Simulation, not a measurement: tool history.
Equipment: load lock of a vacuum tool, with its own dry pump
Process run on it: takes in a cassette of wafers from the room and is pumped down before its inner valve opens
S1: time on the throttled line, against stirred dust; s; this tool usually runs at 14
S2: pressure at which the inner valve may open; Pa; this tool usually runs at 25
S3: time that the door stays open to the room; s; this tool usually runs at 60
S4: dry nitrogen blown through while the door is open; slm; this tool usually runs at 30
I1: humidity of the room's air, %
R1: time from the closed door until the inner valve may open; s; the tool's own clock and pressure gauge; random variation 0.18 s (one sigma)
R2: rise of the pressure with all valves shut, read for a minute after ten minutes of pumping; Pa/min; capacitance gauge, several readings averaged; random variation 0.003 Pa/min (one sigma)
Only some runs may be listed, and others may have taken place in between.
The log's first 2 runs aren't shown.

run,hour,S1,S2,S3,S4,I1,R1,R2
3,215.6,8,25,60,30,43.7,22.6,0.179
4,355.9,8,25,60,30,46.2,22.4,0.181
5,502.3,14,25,60,30,44.4,26.7,0.187
6,657.6,14,25,60,30,44.6,27.3,0.197
7,798.9,14,25,60,30,48.4,27.0,0.200
8,887.7,14,25,60,30,46.1,27.0,0.198
9,979.2,14,25,60,30,44.3,27.1,0.207
10,1126.0,14,46,60,30,44.4,26.3,0.203
11,1275.8,14,46,60,30,40.3,26.0,0.213
12,1447.4,14,46,60,30,46.1,26.2,0.229
13,1623.3,14,46,60,30,45.7,26.2,0.227
14,1758.1,14,46,60,30,46.2,26.0,0.228
15,1870.1,14,46,60,30,44.2,26.3,0.242
16,1986.1,14,25,60,30,42.6,27.7,0.244
17,2108.9,14,25,60,30,45.4,27.4,0.250
18,2266.5,14,25,60,30,44.9,27.2,0.260
19,2365.2,14,25,185,30,44.8,27.8,0.285
20,2477.1,14,18,60,30,45.3,28.5,0.272
21,2628.8,11,25,60,22,45.6,25.5,0.276
22,2823.2,11,25,60,22,47.9,25.5,0.287
23,2987.2,11,25,60,22,47.1,25.5,0.298
24,3136.4,11,25,60,22,45.5,26.1,0.297
25,3243.4,11,25,60,22,43.8,25.6,0.301
26,3442.9,10,33,60,25,48.4,24.2,0.319
27,3623.1,16,30,50,30,45.3,29.2,0.315

Predict the results of run 28:
28,3772.5,12,31,31,38,45.6,?,?

R1: 26.4 s
R2: 0.313 Pa/min
Minus the tool's unlogged condition, the same run would have read R1 23.3 s, R2 0.024 Pa/min.
